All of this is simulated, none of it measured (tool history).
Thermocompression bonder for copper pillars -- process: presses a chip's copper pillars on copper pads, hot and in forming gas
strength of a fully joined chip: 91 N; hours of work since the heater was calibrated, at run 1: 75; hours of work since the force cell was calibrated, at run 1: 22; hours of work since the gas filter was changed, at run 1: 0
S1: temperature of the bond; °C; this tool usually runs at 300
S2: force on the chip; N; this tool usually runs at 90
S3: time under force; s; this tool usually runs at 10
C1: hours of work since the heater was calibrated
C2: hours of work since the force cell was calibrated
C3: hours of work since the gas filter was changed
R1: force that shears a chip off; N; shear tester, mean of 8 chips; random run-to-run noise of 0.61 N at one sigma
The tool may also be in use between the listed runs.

{"run": 1, "hour": 0.0, "S1": 300, "S2": 90, "S3": 10, "C1": 75, "C2": 22, "C3": 0, "R1": 33.3}
{"run": 2, "hour": 20.2, "S1": 300, "S2": 70, "S3": 10, "C1": 84, "C2": 31, "C3": 9, "R1": 30.3}
{"run": 3, "hour": 65.2, "S1": 300, "S2": 70, "S3": 10, "C1": 105, "C2": 52, "C3": 30, "R1": 29.5}
{"run": 4, "hour": 91.6, "S1": 300, "S2": 70, "S3": 10, "C1": 118, "C2": 65, "C3": 43, "R1": 29.2}
{"run": 5, "hour": 132.0, "S1": 300, "S2": 70, "S3": 10, "C1": 136, "C2": 83, "C3": 62, "R1": 29.2}
{"run": 6, "hour": 155.4, "S1": 300, "S2": 70, "S3": 10, "C1": 147, "C2": 94, "C3": 72, "R1": 29.3}
{"run": 7, "hour": 176.7, "S1": 300, "S2": 70, "S3": 10, "C1": 157, "C2": 104, "C3": 82, "R1": 28.6}
{"run": 8, "hour": 205.4, "S1": 300, "S2": 70, "S3": 10, "C1": 171, "C2": 118, "C3": 96, "R1": 28.5}
{"run": 9, "hour": 247.7, "S1": 300, "S2": 70, "S3": 10, "C1": 190, "C2": 137, "C3": 115, "R1": 28.5}
{"run": 10, "hour": 297.7, "S1": 300, "S2": 70, "S3": 10, "C1": 214, "C2": 161, "C3": 139, "R1": 27.8}
{"run": 11, "hour": 339.3, "S1": 300, "S2": 70, "S3": 10, "C1": 233, "C2": 180, "C3": 158, "R1": 27.2}
{"run": 12, "hour": 361.4, "S1": 279, "S2": 90, "S3": 10, "C1": 243, "C2": 190, "C3": 168, "R1": 20.7}
{"run": 13, "hour": 410.1, "S1": 279, "S2": 90, "S3": 10, "C1": 266, "C2": 213, "C3": 191, "R1": 21.2}
{"run": 14, "hour": 446.5, "S1": 300, "S2": 72, "S3": 10, "C1": 283, "C2": 230, "C3": 208, "R1": 26.4}
{"hour": 475.5, "done": "forming gas filter changed"}
{"run": 15, "hour": 477.6, "S1": 300, "S2": 72, "S3": 10, "C1": 297, "C2": 244, "C3": 1, "R1": 29.6}
{"run": 16, "hour": 501.4, "S1": 300, "S2": 72, "S3": 10, "C1": 308, "C2": 255, "C3": 12, "R1": 29.9}
{"run": 17, "hour": 542.4, "S1": 300, "S2": 72, "S3": 10, "C1": 327, "C2": 275, "C3": 31, "R1": 27.9}
{"run": 18, "hour": 567.2, "S1": 300, "S2": 72, "S3": 10, "C1": 339, "C2": 286, "C3": 43, "R1": 28.0}
{"run": 19, "hour": 609.2, "S1": 300, "S2": 117, "S3": 10, "C1": 359, "C2": 306, "C3": 62, "R1": 34.1}
{"run": 20, "hour": 641.9, "S1": 300, "S2": 117, "S3": 10, "C1": 374, "C2": 321, "C3": 78, "R1": 35.6}
{"run": 21, "hour": 677.3, "S1": 325, "S2": 90, "S3": 7, "C1": 390, "C2": 337, "C3": 94, "R1": 37.3}
{"run": 22, "hour": 726.7, "S1": 325, "S2": 90, "S3": 7, "C1": 413, "C2": 360, "C3": 117, "R1": 37.2}
{"run": 23, "hour": 766.4, "S1": 288, "S2": 110, "S3": 23, "C1": 432, "C2": 379, "C3": 136, "R1": 36.9}
{"hour": 770.4, "done": "heater calibrated with a thermocouple chip"}
{"run": 24, "hour": 801.6, "S1": 283, "S2": 121, "S3": 11, "C1": 15, "C2": 394, "C3": 151, "R1": 26.4}
{"run": 25, "hour": 851.8, "S1": 283, "S2": 121, "S3": 11, "C1": 38, "C2": 418, "C3": 174, "R1": 25.8}
{"run": 26, "hour": 892.9, "S1": 319, "S2": 94, "S3": 9, "C1": 57, "C2": 437, "C3": 194, "R1": 34.8}
{"run": 27, "hour": 915.8, "S1": 319, "S2": 94, "S3": 9, "C1": 68, "C2": 448, "C3": 204, "R1": 35.1}
{"run": 28, "hour": 950.6, "S1": 312, "S2": 83, "S3": 10, "C1": 84, "C2": 464, "C3": 220, "R1": 31.6}
{"hour": 953.3, "done": "forming gas filter changed"}
{"hour": 975.3, "done": "heater calibrated with a thermocouple chip, once more"}
{"run": 29, "hour": 999.8, "S1": 312, "S2": 83, "S3": 10, "C1": 11, "C2": 486, "C3": 21, "R1": 39.5}
{"run": 30, "hour": 1032.9, "S1": 311, "S2": 90, "S3": 10, "C1": 27, "C2": 501, "C3": 36, "R1": 40.7}
{"run": 31, "hour": 1065.4, "S1": 311, "S2": 90, "S3": 10, "C1": 42, "C2": 516, "C3": 51, "R1": 40.5}
{"run": 32, "hour": 1096.3, "S1": 311, "S2": 90, "S3": 10, "C1": 56, "C2": 531, "C3": 66, "R1": 39.7}
{"run": 33, "hour": 1138.8, "S1": 293, "S2": 81, "S3": 12, "C1": 76, "C2": 550, "C3": 86, "R1": 31.6}
{"run": 34, "hour": 1161.3, "S1": 293, "S2": 125, "S3": 12, "C1": 87, "C2": 561, "C3": 96, "R1": 37.8}
{"run": 35, "hour": 1196.0, "S1": 301, "S2": 55, "S3": 11, "C1": 103, "C2": 577, "C3": 112, "R1": 26.5}
{"run": 36, "hour": 1233.6, "S1": 301, "S2": 55, "S3": 11, "C1": 120, "C2": 595, "C3": 130, "R1": 28.4}
{"run": 37, "hour": 1283.0, "S1": 275, "S2": 55, "S3": 6, "C1": 143, "C2": 618, "C3": 153, "R1": 13.7}

Branching from run 37: 5 alternative next runs. What would each branch give?
{"run": "A", "hour": 1319.1, "S1": 299, "S2": 66, "S3": 10, "C1": 160, "C2": 634, "C3": 170, "R1": "?"}
{"run": "B", "hour": 1319.1, "S1": 308, "S2": 61, "S3": 6, "C1": 160, "C2": 634, "C3": 170, "R1": "?"}
{"run": "C", "hour": 1319.1, "S1": 329, "S2": 113, "S3": 27, "C1": 160, "C2": 634, "C3": 170, "R1": "?"}
{"run": "D", "hour": 1319.1, "S1": 321, "S2": 60, "S3": 8, "C1": 160, "C2": 634, "C3": 170, "R1": "?"}
{"run": "E", "hour": 1319.1, "S1": 275, "S2": 55, "S3": 16, "C1": 160, "C2": 634, "C3": 170, "R1": "?"}

run=A R1=26.6
run=B R1=24.1
run=C R1=64.1
run=D R1=31.6
run=E R1=20.5
Without the tool's hidden state the same runs would have given:
run=A R1=29.2
run=B R1=26.4
run=C R1=69.7
run=D R1=34.6
run=E R1=22.6
